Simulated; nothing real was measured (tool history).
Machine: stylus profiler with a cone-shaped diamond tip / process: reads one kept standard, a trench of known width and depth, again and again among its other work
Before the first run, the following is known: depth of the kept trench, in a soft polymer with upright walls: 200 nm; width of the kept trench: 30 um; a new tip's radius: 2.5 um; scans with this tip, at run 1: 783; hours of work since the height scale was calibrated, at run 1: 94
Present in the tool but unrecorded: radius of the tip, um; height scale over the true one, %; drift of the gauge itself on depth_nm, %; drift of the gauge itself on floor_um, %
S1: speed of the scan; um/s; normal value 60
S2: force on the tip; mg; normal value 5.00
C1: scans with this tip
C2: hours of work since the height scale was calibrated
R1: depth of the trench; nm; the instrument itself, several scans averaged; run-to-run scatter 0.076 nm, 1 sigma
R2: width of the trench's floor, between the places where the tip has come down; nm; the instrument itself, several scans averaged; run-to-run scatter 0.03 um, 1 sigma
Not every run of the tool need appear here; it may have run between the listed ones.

| run | day | S1 | S2 | C1 | C2 | R1 | R2 |
|---|---|---|---|---|---|---|---|
| 1 | 0.000 | 60 | 5.00 | 783 | 94 | 202.02 | 27840 |
| 2 | 0.717 | 60 | 5.00 | 842 | 101 | 201.83 | 27880 |
| 3 | 1.575 | 60 | 5.00 | 913 | 110 | 201.76 | 27830 |
| 4 | 2.479 | 60 | 5.00 | 988 | 119 | 201.81 | 27850 |
| 5 | 3.392 | 60 | 2.07 | 1063 | 128 | 201.14 | 27810 |
| 6 | 3.933 | 60 | 2.05 | 1108 | 133 | 201.01 | 27780 |
| 7 | 4.738 | 60 | 2.05 | 1175 | 141 | 201.11 | 27710 |
| 8 | 5.733 | 60 | 2.05 | 1257 | 151 | 200.98 | 27740 |
| 9 | 6.479 | 69 | 5.05 | 1319 | 159 | 201.75 | 27830 |
| 10 | 7.446 | 69 | 5.05 | 1399 | 168 | 202.03 | 27750 |
| 11 | 7.958 | 96 | 7.49 | 1441 | 173 | 202.35 | 27780 |
| 12 | 8.450 | 114 | 2.20 | 1482 | 178 | 201.14 | 27620 |
| 13 | 9.138 | 86 | 2.47 | 1539 | 185 | 201.15 | 27650 |
| 14 | 9.779 | 56 | 6.62 | 1592 | 192 | 202.18 | 27810 |
| 15 | 10.796 | 56 | 6.62 | 1676 | 202 | 202.23 | 27880 |

Each row is a separate what-if for the run after 15, all from the same tool condition, not one after another. Results?
| A | 11.329 | 60 | 1.93 | 1720 | 207 | ? | ? |
| B | 11.329 | 89 | 6.58 | 1720 | 207 | ? | ? |
| C | 11.329 | 230 | 2.01 | 1720 | 207 | ? | ? |
| D | 11.329 | 101 | 7.40 | 1720 | 207 | ? | ? |
| E | 11.329 | 77 | 2.54 | 1720 | 207 | ? | ? |

| run | R1 | R2 |
|---|---|---|
| A | 200.98 | 27770 |
| B | 202.18 | 27790 |
| C | 201.17 | 27150 |
| D | 202.44 | 27760 |
| E | 201.14 | 27710 |
Stripped of hidden state, with their random variation kept, the same runs would have yielded:
| run | R1 | R2 |
|---|---|---|
| A | 200.92 | 27890 |
| B | 202.13 | 27910 |
| C | 201.12 | 27280 |
| D | 202.38 | 27880 |
| E | 201.09 | 27830 |

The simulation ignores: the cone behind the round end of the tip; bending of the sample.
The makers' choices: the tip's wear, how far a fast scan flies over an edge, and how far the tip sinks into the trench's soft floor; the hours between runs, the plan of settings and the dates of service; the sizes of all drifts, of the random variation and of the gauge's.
